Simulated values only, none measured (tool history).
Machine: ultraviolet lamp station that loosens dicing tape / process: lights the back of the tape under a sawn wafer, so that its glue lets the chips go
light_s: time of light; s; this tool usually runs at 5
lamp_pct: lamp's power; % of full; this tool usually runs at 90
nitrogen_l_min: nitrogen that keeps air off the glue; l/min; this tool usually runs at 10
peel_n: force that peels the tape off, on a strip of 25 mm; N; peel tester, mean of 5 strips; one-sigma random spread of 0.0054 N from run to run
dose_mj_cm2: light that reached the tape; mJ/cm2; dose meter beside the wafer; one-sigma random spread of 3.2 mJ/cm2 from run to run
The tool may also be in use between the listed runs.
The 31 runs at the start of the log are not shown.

| run | day | light_s | lamp_pct | nitrogen_l_min | peel_n | dose_mj_cm2 |
|---|---|---|---|---|---|---|
| 32 | 21.4 | 7 | 90 | 5 | 0.093 | 606 |
| 33 | 22.279 | 7 | 90 | 5 | 0.104 | 598 |
| 34 | 22.833 | 5 | 85 | 10 | 0.144 | 406 |
| 35 | 23.375 | 5 | 85 | 10 | 0.141 | 404 |
| 36 | 23.871 | 9 | 61 | 11 | 0.086 | 521 |
| 37 | 24.571 | 9 | 61 | 11 | 0.08 | 511 |
| 38 | 25.429 | 9 | 61 | 11 | 0.085 | 508 |
| 39 | 26 | 9 | 89 | 5 | 0.081 | 746 |
| 40 | 26.85 | 9 | 62 | 7 | 0.103 | 517 |
| 41 | 27.375 | 5 | 81 | 16 | 0.142 | 374 |

What if the next run were any one of these 4? Each begins from the tool's condition after run 41:
| A | 28.362 | 2 | 95 | 4 | ? | ? |
| B | 28.362 | 3 | 72 | 4 | ? | ? |
| C | 28.362 | 3 | 75 | 10 | ? | ? |
| D | 28.362 | 7 | 90 | 10 | ? | ? |

| run | peel_n | dose_mj_cm2 |
|---|---|---|
| A | 1.513 | 173 |
| B | 1.276 | 195 |
| C | 0.755 | 207 |
| D | 0.08 | 582 |
The same runs, with their run-to-run variation unchanged, on a tool lacking any hidden condition would have given:
| run | peel_n | dose_mj_cm2 |
|---|---|---|
| A | 1.151 | 208 |
| B | 0.94 | 234 |
| C | 0.511 | 247 |
| D | 0.071 | 695 |

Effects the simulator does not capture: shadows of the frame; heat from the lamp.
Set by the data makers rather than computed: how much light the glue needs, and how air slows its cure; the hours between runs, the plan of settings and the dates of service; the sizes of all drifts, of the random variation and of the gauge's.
